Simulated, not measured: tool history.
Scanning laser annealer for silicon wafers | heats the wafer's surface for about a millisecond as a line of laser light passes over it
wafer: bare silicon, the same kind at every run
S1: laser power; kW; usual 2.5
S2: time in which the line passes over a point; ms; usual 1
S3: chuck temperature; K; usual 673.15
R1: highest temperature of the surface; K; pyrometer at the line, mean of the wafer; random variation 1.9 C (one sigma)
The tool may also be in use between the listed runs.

{"run": 1, "hour": 0.0, "S1": 2.5, "S2": 1, "S3": 673.15, "R1": 1489.15}
{"run": 2, "hour": 6.7, "S1": 2.287, "S2": 1, "S3": 673.15, "R1": 1397.15}
{"run": 3, "hour": 16.7, "S1": 2.287, "S2": 1, "S3": 673.15, "R1": 1391.15}
{"run": 4, "hour": 22.7, "S1": 2.499, "S2": 1, "S3": 673.15, "R1": 1484.15}
{"run": 5, "hour": 28.2, "S1": 2.5, "S2": 1, "S3": 673.15, "R1": 1488.15}
{"run": 6, "hour": 34.3, "S1": 2.5, "S2": 1, "S3": 673.15, "R1": 1487.15}
{"run": 7, "hour": 42.6, "S1": 2.5, "S2": 1, "S3": 673.15, "R1": 1487.15}
{"run": 8, "hour": 54.1, "S1": 2.5, "S2": 1, "S3": 696.15, "R1": 1509.15}
{"run": 9, "hour": 61.6, "S1": 2.5, "S2": 1, "S3": 696.15, "R1": 1508.15}
{"run": 10, "hour": 69.5, "S1": 2.5, "S2": 1, "S3": 696.15, "R1": 1507.15}
{"run": 11, "hour": 81.5, "S1": 2.5, "S2": 1, "S3": 673.15, "R1": 1485.15}
{"run": 12, "hour": 88.6, "S1": 2.5, "S2": 1, "S3": 673.15, "R1": 1484.15}
{"run": 13, "hour": 98.6, "S1": 2.5, "S2": 1.21, "S3": 673.15, "R1": 1583.15}
{"run": 14, "hour": 105.6, "S1": 2.5, "S2": 1.21, "S3": 673.15, "R1": 1581.15}
{"hour": 111.3, "done": "optics aligned, line set to its width"}
{"run": 15, "hour": 121.8, "S1": 2.5, "S2": 1.21, "S3": 673.15, "R1": 1577.15}
{"run": 16, "hour": 132.6, "S1": 2.5, "S2": 1.21, "S3": 673.15, "R1": 1579.15}
{"run": 17, "hour": 138.4, "S1": 2.66, "S2": 0.94, "S3": 673.15, "R1": 1517.15}
{"run": 18, "hour": 146.2, "S1": 2.71, "S2": 0.94, "S3": 673.15, "R1": 1536.15}
{"run": 19, "hour": 156.7, "S1": 2.71, "S2": 0.94, "S3": 673.15, "R1": 1535.15}
{"run": 20, "hour": 165.8, "S1": 2.647, "S2": 0.71, "S3": 665.15, "R1": 1371.15}
{"hour": 180.3, "done": "optics aligned, line set to its width, once more"}
{"run": 21, "hour": 182.8, "S1": 2.52, "S2": 0.8, "S3": 665.15, "R1": 1383.15}
{"run": 22, "hour": 193.9, "S1": 2.708, "S2": 1, "S3": 673.15, "R1": 1581.15}
{"run": 23, "hour": 199.5, "S1": 2.708, "S2": 1, "S3": 673.15, "R1": 1581.15}
{"run": 24, "hour": 205.1, "S1": 2.708, "S2": 1.13, "S3": 673.15, "R1": 1649.15}
{"run": 25, "hour": 214.2, "S1": 2.158, "S2": 1.02, "S3": 643.15, "R1": 1322.15}

4 ways to go on from here, each from the tool as it stands after run 25. What would each give?
{"run": "A", "hour": 225.1, "S1": 2.169, "S2": 1, "S3": 673.15, "R1": "?"}
{"run": "B", "hour": 225.1, "S1": 2.236, "S2": 0.81, "S3": 673.15, "R1": "?"}
{"run": "C", "hour": 225.1, "S1": 2.144, "S2": 1.01, "S3": 706.15, "R1": "?"}
{"run": "D", "hour": 225.1, "S1": 2.5, "S2": 1, "S3": 678.15, "R1": "?"}

run=A R1=1342.15
run=B R1=1291.15
run=C R1=1371.15
run=D R1=1496.15
Without the tool's hidden state the same runs would have given:
run=A R1=1351.15
run=B R1=1300.15
run=C R1=1380.15
run=D R1=1507.15

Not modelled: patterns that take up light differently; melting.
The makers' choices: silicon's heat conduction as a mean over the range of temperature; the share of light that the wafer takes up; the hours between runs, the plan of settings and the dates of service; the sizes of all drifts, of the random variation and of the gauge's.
